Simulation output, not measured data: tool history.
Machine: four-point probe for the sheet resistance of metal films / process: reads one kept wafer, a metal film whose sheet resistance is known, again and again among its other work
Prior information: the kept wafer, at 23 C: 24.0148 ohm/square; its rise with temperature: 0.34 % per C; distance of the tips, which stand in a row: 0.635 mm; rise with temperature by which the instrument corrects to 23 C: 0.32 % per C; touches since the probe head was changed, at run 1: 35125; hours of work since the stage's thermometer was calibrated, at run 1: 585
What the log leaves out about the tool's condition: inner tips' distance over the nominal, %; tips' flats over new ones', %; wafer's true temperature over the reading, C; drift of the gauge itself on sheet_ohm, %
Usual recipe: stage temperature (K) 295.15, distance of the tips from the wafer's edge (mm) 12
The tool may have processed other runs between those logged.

run,hour,stage temperature (K),distance of the tips from the wafer's edge (mm),touches since the probe head was changed,hours of work since the stage's thermometer was calibrated,sheet resistance as the instrument gives it (ohm/square)
1,0.0,295.15,12,35125,585,24.043246
2,74.9,295.15,12,38405,625,24.047216
3,134.9,295.15,12,41028,656,24.051222
4,214.3,295.15,12,44505,698,24.048897
5,264.2,295.15,12,46689,725,24.060425
6,327.2,295.15,12,49445,758,24.051540
7,434.6,295.15,12,54145,815,24.049666
8,488.0,295.15,12,56485,843,24.048390
9,599.6,302.15,53,61370,902,24.038966
10,651.5,305.15,25,63638,929,24.073381
11,745.1,304.15,12,67735,979,24.101020
12,814.6,296.15,50,70778,1015,24.026109

Each row is a separate what-if for the run after 12, all from the same tool condition, not one after another. Results?
A,911.9,291.15,6,75035,1067,?
B,911.9,297.15,18,75035,1067,?
C,911.9,294.15,35,75035,1067,?
D,911.9,295.15,4,75035,1067,?
E,911.9,306.15,3,75035,1067,?

run,sheet resistance as the instrument gives it (ohm/square)
A,24.137627
B,24.033757
C,24.006054
D,24.344831
E,24.635271
Without the tool's hidden state the same runs would have given:
run,sheet resistance as the instrument gives it (ohm/square)
A,24.135444
B,24.031580
C,24.003880
D,24.342629
E,24.633039
